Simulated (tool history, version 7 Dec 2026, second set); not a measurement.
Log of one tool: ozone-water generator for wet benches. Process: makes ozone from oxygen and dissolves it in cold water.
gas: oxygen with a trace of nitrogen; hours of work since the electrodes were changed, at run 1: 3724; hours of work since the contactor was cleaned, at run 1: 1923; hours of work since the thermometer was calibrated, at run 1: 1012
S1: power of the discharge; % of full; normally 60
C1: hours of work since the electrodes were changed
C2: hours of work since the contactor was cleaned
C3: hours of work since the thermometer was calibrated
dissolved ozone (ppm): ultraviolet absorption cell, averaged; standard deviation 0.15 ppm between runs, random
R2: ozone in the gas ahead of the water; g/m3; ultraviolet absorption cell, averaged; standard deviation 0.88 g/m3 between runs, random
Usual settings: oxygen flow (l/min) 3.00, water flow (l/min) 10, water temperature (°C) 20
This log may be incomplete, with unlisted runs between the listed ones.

Run 1, hour 0.0: usual settings; C1 3724; C2 1923; C3 1012. Result: dissolved ozone (ppm) 17.0, R2 136.6 g/m3.
Run 2, hour 98.6: usual settings but S1 79 % of full; C1 3806; C2 2005; C3 1094. Result: dissolved ozone (ppm) 20.7, R2 167.5 g/m3.
Run 3, hour 243.8: usual settings but S1 79 % of full; C1 3927; C2 2126; C3 1215. Result: dissolved ozone (ppm) 20.7, R2 166.2 g/m3.
Run 4, hour 395.5: usual settings but S1 79 % of full; C1 4053; C2 2252; C3 1341. Result: dissolved ozone (ppm) 20.5, R2 165.1 g/m3.
Run 5, hour 540.8: usual settings but S1 79 % of full, water temperature (°C) 17; C1 4174; C2 2373; C3 1462. Result: dissolved ozone (ppm) 21.4, R2 164.9 g/m3.
Run 6, hour 653.8: usual settings but water flow (l/min) 7; C1 4268; C2 2467; C3 1556. Result: dissolved ozone (ppm) 21.6, R2 135.5 g/m3.
Run 7, hour 743.5: usual settings but water flow (l/min) 7; C1 4343; C2 2541; C3 1631. Result: dissolved ozone (ppm) 21.6, R2 135.8 g/m3.
Run 8, hour 883.5: usual settings but water flow (l/min) 7; C1 4459; C2 2658; C3 1747. Result: dissolved ozone (ppm) 21.3, R2 136.4 g/m3.
Run 9, hour 978.3: usual settings but water flow (l/min) 7; C1 4538; C2 2737; C3 1826. Result: dissolved ozone (ppm) 21.7, R2 135.6 g/m3.
Run 10, hour 1124.2: usual settings but water flow (l/min) 7; C1 4659; C2 2858; C3 1947. Result: dissolved ozone (ppm) 21.7, R2 137.4 g/m3.
Run 11, hour 1238.8: usual settings but water flow (l/min) 9; C1 4755; C2 2954; C3 2043. Result: dissolved ozone (ppm) 18.2, R2 135.6 g/m3.
Run 12, hour 1309.9: usual settings but water flow (l/min) 9; C1 4814; C2 3013; C3 2102. Result: dissolved ozone (ppm) 17.9, R2 135.8 g/m3.
Run 13, hour 1452.1: usual settings but water flow (l/min) 9; C1 4932; C2 3131; C3 2220. Result: dissolved ozone (ppm) 18.0, R2 136.0 g/m3.
Run 14, hour 1592.4: usual settings; C1 5049; C2 3248; C3 2337. Result: dissolved ozone (ppm) 16.6, R2 133.5 g/m3.
Run 15, hour 1756.5: usual settings; C1 5186; C2 3384; C3 2474. Result: dissolved ozone (ppm) 16.4, R2 135.7 g/m3.
Run 16, hour 1910.0: usual settings; C1 5313; C2 3512; C3 2601. Result: dissolved ozone (ppm) 16.4, R2 133.9 g/m3.
Run 17, hour 2035.5: usual settings; C1 5418; C2 3616; C3 2706. Result: dissolved ozone (ppm) 16.6, R2 135.5 g/m3.
Run 18, hour 2195.9: usual settings; C1 5551; C2 3750; C3 2839. Result: dissolved ozone (ppm) 16.3, R2 134.0 g/m3.
Run 19, hour 2328.8: usual settings; C1 5662; C2 3861; C3 2950. Result: dissolved ozone (ppm) 16.5, R2 132.6 g/m3.
Run 20, hour 2417.9: usual settings; C1 5736; C2 3935; C3 3024. Result: dissolved ozone (ppm) 16.5, R2 133.7 g/m3.
Run 21, hour 2531.5: usual settings but S1 59 % of full; C1 5830; C2 4029; C3 3118. Result: dissolved ozone (ppm) 16.2, R2 130.2 g/m3.
Run 22, hour 2673.3: usual settings but S1 59 % of full; C1 5948; C2 4147; C3 3236. Result: dissolved ozone (ppm) 15.8, R2 133.0 g/m3.
Run 23, hour 2745.9: usual settings but S1 48 % of full, oxygen flow (l/min) 1.76, water flow (l/min) 9, water temperature (°C) 21; C1 6009; C2 4208; C3 3297. Result: dissolved ozone (ppm) 13.5, R2 138.5 g/m3.
Run 24, hour 2834.3: usual settings but S1 48 % of full, oxygen flow (l/min) 1.76, water flow (l/min) 9, water temperature (°C) 21; C1 6082; C2 4281; C3 3370. Result: dissolved ozone (ppm) 13.5, R2 139.9 g/m3.
Run 25, hour 2909.6: usual settings but S1 44 % of full, oxygen flow (l/min) 2.21, water temperature (°C) 23; C1 6145; C2 4344; C3 3433. Result: dissolved ozone (ppm) 12.1, R2 119.5 g/m3.
Run 26, hour 3003.1: usual settings but oxygen flow (l/min) 4.57, water flow (l/min) 8; C1 6223; C2 4422; C3 3511. Result: dissolved ozone (ppm) 19.1, R2 115.8 g/m3.
Run 27, hour 3166.2: usual settings but oxygen flow (l/min) 1.61, water flow (l/min) 8, water temperature (°C) 14; C1 6359; C2 4557; C3 3647. Result: dissolved ozone (ppm) 18.6, R2 167.2 g/m3.
Run 28, hour 3292.1: usual settings but S1 79 % of full; C1 6463; C2 4662; C3 3751. Result: dissolved ozone (ppm) 19.2, R2 160.9 g/m3.
Run 29, hour 3366.0: usual settings but S1 65 % of full, oxygen flow (l/min) 1.52, water flow (l/min) 14, water temperature (°C) 18; C1 6525; C2 4724; C3 3813. Result: dissolved ozone (ppm) 10.5, R2 179.8 g/m3.
Run 30, hour 3496.7: usual settings but S1 58 % of full, oxygen flow (l/min) 2.85, water flow (l/min) 11, water temperature (°C) 22; C1 6634; C2 4832; C3 3922. Result: dissolved ozone (ppm) 14.1, R2 130.8 g/m3.
Run 31, hour 3641.2: usual settings but S1 58 % of full, oxygen flow (l/min) 2.85, water flow (l/min) 11, water temperature (°C) 22; C1 6754; C2 4953; C3 4042. Result: dissolved ozone (ppm) 14.0, R2 131.9 g/m3.
At hour 3664.1: water thermometer calibrated.
Run 32, hour 3749.6: usual settings but S1 77 % of full, oxygen flow (l/min) 3.01, water flow (l/min) 15, water temperature (°C) 22; C1 6844; C2 5042; C3 71. Result: dissolved ozone (ppm) 12.8, R2 156.2 g/m3.
At hour 3887.5: contactor cleaned.
Run 33, hour 3913.3: usual settings but S1 77 % of full, oxygen flow (l/min) 1.97, water temperature (°C) 15; C1 6977; C2 22; C3 204. Result: dissolved ozone (ppm) 18.9, R2 179.9 g/m3.

Hidden state at the last listed run before each entry between runs and at the first one after, where it differs:
Run 31 -> run 32: water thermometer calibrated (hour 3664.1)
  yield of the discharge, % of new electrodes': 89.6 -> 89.5; contactor's efficiency, % of a clean one's: 92.7 -> 92.6; true water temperature over the reading, C: 0.09 -> 0.01
  measured value less the no-hidden-state value, dissolved ozone (ppm): -1.9 -> -2.2; R2: -13.1 -> -19.6 g/m3
Run 32 -> run 33: contactor cleaned (hour 3887.5)
  yield of the discharge, % of new electrodes': 89.5 -> 89.3; contactor's efficiency, % of a clean one's: 92.6 -> 99.7
  measured value less the no-hidden-state value, dissolved ozone (ppm): -2.2 -> -2.5; R2: -19.6 -> -23.0 g/m3
